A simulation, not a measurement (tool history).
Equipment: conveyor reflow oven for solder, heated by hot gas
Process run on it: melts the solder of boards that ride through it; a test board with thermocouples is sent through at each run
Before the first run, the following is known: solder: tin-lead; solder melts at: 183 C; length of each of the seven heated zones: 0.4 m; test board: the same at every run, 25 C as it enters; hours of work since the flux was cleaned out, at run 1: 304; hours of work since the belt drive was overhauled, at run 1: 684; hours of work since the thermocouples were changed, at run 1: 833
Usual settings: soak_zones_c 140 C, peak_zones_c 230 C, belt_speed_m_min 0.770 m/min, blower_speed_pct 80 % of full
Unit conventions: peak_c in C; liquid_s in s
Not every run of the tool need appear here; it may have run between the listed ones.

run	hour	soak_zones_c	peak_zones_c	belt_speed_m_min	blower_speed_pct	hours of work since the flux was cleaned out	hours of work since the belt drive was overhauled	hours of work since the thermocouples were changed	peak_c	liquid_s
1	0.0	140	230	0.770	80	304	684	833	215.1	46.5
2	40.5	140	230	0.770	80	320	700	849	215.2	46.1
3	85.2	140	230	0.770	80	338	718	867	214.7	46.1
4	136.6	140	218	0.770	80	359	739	888	205.2	37.9
5	179.7	140	218	0.770	80	376	756	906	204.5	37.9
6	231.0	140	218	0.770	80	397	777	926	204.4	38.0
7	281.5	140	218	0.770	80	417	798	947	204.8	38.2
8	318.9	140	218	0.770	80	433	813	962	204.4	38.1
# hour 333.6: flux residue cleaned out of gas plates and filters
9	359.0	140	244	0.816	80	10	827	976	225.2	48.6
10	409.4	129	218	0.770	78	31	847	996	201.7	32.2
11	452.3	142	228	0.674	55	48	864	1013	209.4	48.3
12	488.9	131	240	0.770	80	63	879	1028	222.7	47.8
13	537.1	131	240	0.639	80	82	899	1048	227.5	62.1

Each row is a separate what-if for the run after 13, all from the same tool condition, not one after another. Results?
A	584.3	131	240	0.639	66	101	918	1067	?	?
B	584.3	129	230	0.890	50	101	918	1067	?	?
C	584.3	150	220	0.639	64	101	918	1067	?	?
D	584.3	140	230	0.637	80	101	918	1067	?	?

run	peak_c	liquid_s
A	223.4	58.7
B	195.4	16.7
C	208.7	54.7
D	220.3	60.8
With the hidden condition removed and each run's random variation left untouched, the same runs would have given:
run	peak_c	liquid_s
A	223.4	58.7
B	195.4	16.7
C	208.8	54.7
D	220.3	60.8
